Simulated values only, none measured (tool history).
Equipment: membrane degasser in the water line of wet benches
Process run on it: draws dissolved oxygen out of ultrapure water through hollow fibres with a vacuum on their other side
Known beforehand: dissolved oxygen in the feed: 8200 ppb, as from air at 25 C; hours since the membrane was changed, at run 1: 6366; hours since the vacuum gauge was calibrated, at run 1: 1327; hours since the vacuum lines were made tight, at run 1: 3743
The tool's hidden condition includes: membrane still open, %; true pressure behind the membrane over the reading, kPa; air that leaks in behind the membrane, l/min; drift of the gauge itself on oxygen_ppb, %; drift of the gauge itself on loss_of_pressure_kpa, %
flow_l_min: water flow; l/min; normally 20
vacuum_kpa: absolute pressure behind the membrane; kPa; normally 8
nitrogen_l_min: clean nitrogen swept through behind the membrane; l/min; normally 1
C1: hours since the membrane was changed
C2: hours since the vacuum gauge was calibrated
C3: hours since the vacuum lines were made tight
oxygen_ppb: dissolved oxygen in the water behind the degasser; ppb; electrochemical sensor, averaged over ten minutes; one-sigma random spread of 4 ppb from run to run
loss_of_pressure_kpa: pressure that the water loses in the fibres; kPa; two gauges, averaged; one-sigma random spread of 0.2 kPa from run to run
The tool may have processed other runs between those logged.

Run 1, hour 0: usual settings; C1 6366; C2 1327; C3 3743. Result: oxygen_ppb 426.9 ppb, loss_of_pressure_kpa 46.22 kPa.
Run 2, hour 172.6: usual settings but vacuum_kpa 7.36 kPa; C1 6539; C2 1500; C3 3916. Result: oxygen_ppb 406 ppb, loss_of_pressure_kpa 46.41 kPa.
Run 3, hour 295.7: usual settings but vacuum_kpa 7.36 kPa; C1 6662; C2 1623; C3 4039. Result: oxygen_ppb 406.2 ppb, loss_of_pressure_kpa 46.49 kPa.
Run 4, hour 447.1: usual settings but flow_l_min 17 l/min, vacuum_kpa 7.36 kPa; C1 6813; C2 1774; C3 4190. Result: oxygen_ppb 331.8 ppb, loss_of_pressure_kpa 39.44 kPa.
Run 5, hour 614.7: usual settings but flow_l_min 13 l/min; C1 6981; C2 1942; C3 4358. Result: oxygen_ppb 253.1 ppb, loss_of_pressure_kpa 30.35 kPa.
Run 6, hour 736: usual settings but flow_l_min 13 l/min; C1 7102; C2 2063; C3 4479. Result: oxygen_ppb 253.3 ppb, loss_of_pressure_kpa 30.12 kPa.
Run 7, hour 886.3: usual settings; C1 7252; C2 2214; C3 4630. Result: oxygen_ppb 438.2 ppb, loss_of_pressure_kpa 46.35 kPa.
Run 8, hour 1058.8: usual settings; C1 7425; C2 2386; C3 4802. Result: oxygen_ppb 445.1 ppb, loss_of_pressure_kpa 46.96 kPa.
Run 9, hour 1239.1: usual settings; C1 7605; C2 2566; C3 4982. Result: oxygen_ppb 447.9 ppb, loss_of_pressure_kpa 46.74 kPa.
Run 10, hour 1381.5: usual settings; C1 7748; C2 2709; C3 5125. Result: oxygen_ppb 440.9 ppb, loss_of_pressure_kpa 46.69 kPa.
Run 11, hour 1477.6: usual settings; C1 7844; C2 2805; C3 5221. Result: oxygen_ppb 446.3 ppb, loss_of_pressure_kpa 46.84 kPa.
Run 12, hour 1628.9: usual settings; C1 7995; C2 2956; C3 5372. Result: oxygen_ppb 441.7 ppb, loss_of_pressure_kpa 46.91 kPa.
Run 13, hour 1836.4: usual settings but flow_l_min 17 l/min; C1 8203; C2 3164; C3 5580. Result: oxygen_ppb 364.5 ppb, loss_of_pressure_kpa 40.11 kPa.
At hour 1938.7: seals of the vacuum lines changed.
Run 14, hour 1950.3: usual settings but flow_l_min 17 l/min; C1 8314; C2 3276; C3 12. Result: oxygen_ppb 368.4 ppb, loss_of_pressure_kpa 39.9 kPa.
Run 15, hour 2057.8: usual settings; C1 8422; C2 3383; C3 119. Result: oxygen_ppb 454.4 ppb, loss_of_pressure_kpa 46.86 kPa.
Run 16, hour 2235.3: usual settings but nitrogen_l_min 1.52 l/min; C1 8599; C2 3561; C3 297. Result: oxygen_ppb 381.5 ppb, loss_of_pressure_kpa 47.16 kPa.
Run 17, hour 2429.9: usual settings but nitrogen_l_min 1.52 l/min; C1 8794; C2 3755; C3 491. Result: oxygen_ppb 380.9 ppb, loss_of_pressure_kpa 46.67 kPa.
Run 18, hour 2627.6: usual settings but nitrogen_l_min 2.3 l/min; C1 8992; C2 3953; C3 689. Result: oxygen_ppb 347.1 ppb, loss_of_pressure_kpa 47.45 kPa.
Run 19, hour 2713.7: usual settings but flow_l_min 13 l/min, nitrogen_l_min 1.43 l/min; C1 9078; C2 4039; C3 775. Result: oxygen_ppb 223.6 ppb, loss_of_pressure_kpa 30.74 kPa.
Run 20, hour 2869.2: usual settings but flow_l_min 13 l/min, nitrogen_l_min 1.43 l/min; C1 9233; C2 4195; C3 930. Result: oxygen_ppb 226.7 ppb, loss_of_pressure_kpa 30.78 kPa.
Run 21, hour 3072.9: usual settings but flow_l_min 25 l/min, vacuum_kpa 16.38 kPa; C1 9437; C2 4398; C3 1134. Result: oxygen_ppb 971.1 ppb, loss_of_pressure_kpa 58.9 kPa.
Run 22, hour 3226.1: usual settings but flow_l_min 25 l/min, vacuum_kpa 16.38 kPa; C1 9590; C2 4551; C3 1287. Result: oxygen_ppb 969 ppb, loss_of_pressure_kpa 59.03 kPa.
Run 23, hour 3332.3: usual settings but flow_l_min 13 l/min, nitrogen_l_min 0.96 l/min; C1 9696; C2 4658; C3 1394. Result: oxygen_ppb 276 ppb, loss_of_pressure_kpa 30.43 kPa.
Run 24, hour 3448.5: usual settings but vacuum_kpa 12.97 kPa; C1 9813; C2 4774; C3 1510. Result: oxygen_ppb 662.4 ppb, loss_of_pressure_kpa 47.87 kPa.
Run 25, hour 3614.7: usual settings but flow_l_min 32 l/min, vacuum_kpa 11.76 kPa; C1 9979; C2 4940; C3 1676. Result: oxygen_ppb 995.4 ppb, loss_of_pressure_kpa 75.98 kPa.
Run 26, hour 3762.9: usual settings but flow_l_min 32 l/min, vacuum_kpa 11.76 kPa; C1 10127; C2 5088; C3 1824. Result: oxygen_ppb 986.5 ppb, loss_of_pressure_kpa 75.89 kPa.
Run 27, hour 3932.4: usual settings but flow_l_min 19 l/min, vacuum_kpa 8.16 kPa; C1 10296; C2 5258; C3 1994. Result: oxygen_ppb 439.8 ppb, loss_of_pressure_kpa 45.27 kPa.
Run 28, hour 4065.9: usual settings but flow_l_min 19 l/min, vacuum_kpa 8.16 kPa; C1 10430; C2 5391; C3 2127. Result: oxygen_ppb 437.2 ppb, loss_of_pressure_kpa 45.1 kPa.
Run 29, hour 4178.3: usual settings but flow_l_min 19 l/min, vacuum_kpa 8.16 kPa; C1 10542; C2 5504; C3 2240. Result: oxygen_ppb 435.3 ppb, loss_of_pressure_kpa 45.4 kPa.
Run 30, hour 4333.1: usual settings but flow_l_min 19 l/min, vacuum_kpa 8.16 kPa; C1 10697; C2 5658; C3 2394. Result: oxygen_ppb 447.8 ppb, loss_of_pressure_kpa 45.15 kPa.
Run 31, hour 4509.6: usual settings but flow_l_min 19 l/min, vacuum_kpa 16.5 kPa; C1 10874; C2 5835; C3 2571. Result: oxygen_ppb 753.8 ppb, loss_of_pressure_kpa 45.09 kPa.
Run 32, hour 4622.1: usual settings but vacuum_kpa 8.05 kPa; C1 10986; C2 5947; C3 2683. Result: oxygen_ppb 472.5 ppb, loss_of_pressure_kpa 47.68 kPa.
Run 33, hour 4766: usual settings but flow_l_min 22 l/min, nitrogen_l_min 0.69 l/min; C1 11130; C2 6091; C3 2827. Result: oxygen_ppb 620.6 ppb, loss_of_pressure_kpa 52.3 kPa.

Hidden state or all else? Some run-to-run changes of oxygen_ppb, split into what the settings, what came in and random variation would give without the hidden state, and what is left for the hidden state (with any gauge scatter that isn't in both results):
Run 20 -> 21: flow_l_min 13 -> 25, vacuum_kpa 8 -> 16.38, nitrogen_l_min 1.43 -> 1. oxygen_ppb +744.4 ppb: hidden state +31.8, all else +712.6.
Run 22 -> 23: flow_l_min 25 -> 13, vacuum_kpa 16.38 -> 8, nitrogen_l_min 1 -> 0.96. oxygen_ppb -693 ppb: hidden state -28.1, all else -664.9.
Run 24 -> 25: flow_l_min 20 -> 32, vacuum_kpa 12.97 -> 11.76. oxygen_ppb +333 ppb: hidden state +30.4, all else +302.6.
Run 26 -> 27: flow_l_min 32 -> 19, vacuum_kpa 11.76 -> 8.16. oxygen_ppb -546.7 ppb: hidden state -29.2, all else -517.5.

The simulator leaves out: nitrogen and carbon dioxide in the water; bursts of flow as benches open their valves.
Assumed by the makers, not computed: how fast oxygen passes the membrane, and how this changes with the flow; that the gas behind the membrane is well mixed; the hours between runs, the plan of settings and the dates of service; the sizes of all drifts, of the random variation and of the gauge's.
